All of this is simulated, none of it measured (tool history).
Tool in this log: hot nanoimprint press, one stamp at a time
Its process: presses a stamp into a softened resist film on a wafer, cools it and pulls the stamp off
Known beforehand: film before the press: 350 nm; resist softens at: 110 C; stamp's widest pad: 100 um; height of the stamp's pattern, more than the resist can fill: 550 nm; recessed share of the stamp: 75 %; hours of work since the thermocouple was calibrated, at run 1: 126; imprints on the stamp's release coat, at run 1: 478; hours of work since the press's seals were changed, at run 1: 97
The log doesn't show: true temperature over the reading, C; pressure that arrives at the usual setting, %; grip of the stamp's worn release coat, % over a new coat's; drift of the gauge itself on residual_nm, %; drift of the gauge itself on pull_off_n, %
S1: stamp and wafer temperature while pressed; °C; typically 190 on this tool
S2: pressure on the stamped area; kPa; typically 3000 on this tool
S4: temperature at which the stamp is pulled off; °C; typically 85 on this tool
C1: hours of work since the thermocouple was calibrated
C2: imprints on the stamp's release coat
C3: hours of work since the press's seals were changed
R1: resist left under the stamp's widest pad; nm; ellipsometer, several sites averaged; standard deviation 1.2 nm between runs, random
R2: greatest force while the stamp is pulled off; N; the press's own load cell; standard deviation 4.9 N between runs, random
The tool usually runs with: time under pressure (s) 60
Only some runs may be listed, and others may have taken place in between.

Run 1, hour 0.0: usual settings; C1 126; C2 478; C3 97. Result: R1 174.2 nm, R2 240 N.
Run 2, hour 6.4: usual settings; C1 130; C2 501; C3 101. Result: R1 174.3 nm, R2 246 N.
Run 3, hour 14.9: usual settings; C1 135; C2 531; C3 106. Result: R1 176.4 nm, R2 240 N.
Run 4, hour 23.5: usual settings but S1 201 °C; C1 140; C2 561; C3 111. Result: R1 127.5 nm, R2 241 N.
Run 5, hour 30.5: usual settings but S1 201 °C; C1 145; C2 585; C3 116. Result: R1 126.2 nm, R2 250 N.
Run 6, hour 39.5: usual settings but S1 201 °C; C1 150; C2 617; C3 121. Result: R1 128.2 nm, R2 237 N.
Run 7, hour 46.8: usual settings but S1 201 °C; C1 154; C2 642; C3 125. Result: R1 127.9 nm, R2 241 N.
Run 8, hour 54.3: usual settings but S1 201 °C; C1 159; C2 668; C3 130. Result: R1 125.7 nm, R2 240 N.
Run 9, hour 59.9: usual settings but time under pressure (s) 79; C1 162; C2 688; C3 133. Result: R1 161.6 nm, R2 244 N.
Run 10, hour 65.0: usual settings but time under pressure (s) 79; C1 165; C2 706; C3 136. Result: R1 158.9 nm, R2 227 N.
Run 11, hour 70.6: usual settings but time under pressure (s) 37; C1 169; C2 725; C3 140. Result: R1 200.3 nm, R2 246 N.
Run 12, hour 78.7: usual settings but S1 183 °C, time under pressure (s) 37; C1 174; C2 754; C3 145. Result: R1 242.0 nm, R2 248 N.
Run 13, hour 83.2: usual settings but S1 191 °C, S2 1800 kPa, time under pressure (s) 73, S4 86 °C; C1 176; C2 769; C3 147. Result: R1 206.0 nm, R2 235 N.
Run 14, hour 87.2: usual settings but S1 191 °C, S2 1800 kPa, time under pressure (s) 73, S4 86 °C; C1 179; C2 783; C3 150. Result: R1 208.9 nm, R2 234 N.
Run 15, hour 96.6: usual settings but S1 184 °C; C1 184; C2 816; C3 155. Result: R1 208.4 nm, R2 239 N.
Run 16, hour 104.9: usual settings but S1 184 °C; C1 189; C2 845; C3 160. Result: R1 207.8 nm, R2 237 N.
Run 17, hour 112.9: usual settings but S1 184 °C; C1 194; C2 873; C3 165. Result: R1 206.1 nm, R2 238 N.
Run 18, hour 116.7: usual settings but time under pressure (s) 75; C1 196; C2 886; C3 167. Result: R1 161.6 nm, R2 246 N.
Run 19, hour 124.5: usual settings but S1 201 °C, time under pressure (s) 75; C1 201; C2 914; C3 172. Result: R1 116.3 nm, R2 249 N.
At hour 135.6: stamp cleaned and given a new release coat.
Run 20, hour 137.3: usual settings but S1 201 °C, time under pressure (s) 109, S4 72 °C; C1 205; C2 6; C3 176. Result: R1 104.1 nm, R2 299 N.
Run 21, hour 144.6: usual settings but S1 180 °C, S2 3410 kPa, time under pressure (s) 52, S4 73 °C; C1 209; C2 31; C3 180. Result: R1 229.6 nm, R2 308 N.
Run 22, hour 148.6: usual settings but S1 180 °C, S2 3410 kPa, time under pressure (s) 52, S4 73 °C; C1 212; C2 45; C3 183. Result: R1 227.2 nm, R2 317 N.

5 ways to go on from here, each from the tool as it stands after run 22. What would each give?
Run A, hour 156.9: usual settings but time under pressure (s) 92; C1 217; C2 74; C3 188. Result: R1 ?, R2 ?.
Run B, hour 156.9: usual settings but S1 197 °C; C1 217; C2 74; C3 188. Result: R1 ?, R2 ?.
Run C, hour 156.9: usual settings but S1 180 °C, S2 3440 kPa, time under pressure (s) 52, S4 73 °C; C1 217; C2 74; C3 188. Result: R1 ?, R2 ?.
Run D, hour 156.9: usual settings but S1 183 °C, S2 3410 kPa, time under pressure (s) 47, S4 75 °C; C1 217; C2 74; C3 188. Result: R1 ?, R2 ?.
Run E, hour 156.9: usual settings but S1 198 °C, time under pressure (s) 48; C1 217; C2 74; C3 188. Result: R1 ?, R2 ?.

run     R1   R2
  A  152.8  234
  B  140.8  233
  C  226.7  309
  D  212.1  286
  E  146.4  238
Without the tool's hidden state the same runs would have given:
run     R1   R2
  A  152.5  234
  B  140.6  233
  C  226.4  308
  D  211.8  286
  E  146.2  238

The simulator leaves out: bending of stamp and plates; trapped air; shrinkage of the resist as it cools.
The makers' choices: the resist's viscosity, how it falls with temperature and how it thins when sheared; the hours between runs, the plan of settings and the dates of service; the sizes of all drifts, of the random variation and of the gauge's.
